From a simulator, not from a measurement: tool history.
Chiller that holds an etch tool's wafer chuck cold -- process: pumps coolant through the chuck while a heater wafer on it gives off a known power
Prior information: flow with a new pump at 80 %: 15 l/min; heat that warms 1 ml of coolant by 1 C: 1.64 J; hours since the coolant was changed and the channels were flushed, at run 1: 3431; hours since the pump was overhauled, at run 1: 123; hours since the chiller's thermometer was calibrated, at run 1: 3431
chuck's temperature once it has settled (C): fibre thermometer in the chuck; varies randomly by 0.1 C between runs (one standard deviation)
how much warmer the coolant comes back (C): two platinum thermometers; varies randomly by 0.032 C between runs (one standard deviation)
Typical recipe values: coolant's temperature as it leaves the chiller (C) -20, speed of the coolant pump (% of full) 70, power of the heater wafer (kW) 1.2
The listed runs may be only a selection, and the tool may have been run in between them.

run	hour	coolant's temperature as it leaves the chiller (C)	speed of the coolant pump (% of full)	power of the heater wafer (kW)	hours since the coolant was changed and the channels were flushed	hours since the pump was overhauled	hours since the chiller's thermometer was calibrated	chuck's temperature once it has settled (C)	how much warmer the coolant comes back (C)
1	0	-20	70	1.2	3431	123	3431	-3.3	3.4
2	83.4	-20	70	1.2	3515	207	3515	-3.1	3.42
3	232.3	-20	70	1.2	3664	355	3664	-3	3.39
4	367.4	-20	70	1.2	3799	491	3799	-2.9	3.46
5	463.9	-20	84	1.2	3895	587	3895	-4.9	2.8
6	606.5	-20	70	1.2	4038	730	4038	-2.6	3.37
# hour 677.1: chiller's thermometer calibrated
# hour 698.6: coolant changed, channels flushed
7	720.8	-20	70	1.2	22	837	38	-5.8	3.39
8	825.6	-20	70	1.2	127	942	142	-5.6	3.4
9	991.9	-20	70	1.2	293	1108	309	-5.7	3.39
10	1154.6	-20	70	1.2	456	1271	471	-5.4	3.45
11	1304	-17	97	0.667	605	1420	621	-10.4	1.42
12	1433.9	-10	88	1.776	735	1550	751	8.5	4.06
13	1552	-15	99	0.704	853	1668	869	-8.1	1.35
14	1657.2	-29	99	0.704	959	1773	974	-22.2	1.42
15	1769.5	-25	77	1.797	1071	1886	1086	-3.8	4.72
16	1902.4	-16	86	0.862	1204	2019	1219	-6.8	2.06
17	2025.5	-16	86	0.862	1327	2142	1342	-6.6	2.01
18	2176.9	-16	86	1.094	1478	2293	1494	-3.7	2.6
19	2251.3	-11	69	1.2	1553	2368	1568	4.7	3.6

4 options for the next run, each taken on its own from the tool as it stands now. Forecast them:
A	2381.6	-26	69	1.2	1683	2498	1698	?	?
B	2381.6	-29	70	1.152	1683	2498	1698	?	?
C	2381.6	-24	98	1.2	1683	2498	1698	?	?
D	2381.6	-21	84	1.046	1683	2498	1698	?	?

run	chuck's temperature once it has settled (C)	how much warmer the coolant comes back (C)
A	-10	3.55
B	-13.9	3.41
C	-11.7	2.5
D	-9.2	2.56
With the hidden condition removed and each run's random variation left untouched, the same runs would have given:
run	chuck's temperature once it has settled (C)	how much warmer the coolant comes back (C)
A	-11.7	3.36
B	-15.5	3.23
C	-13	2.37
D	-10.4	2.43
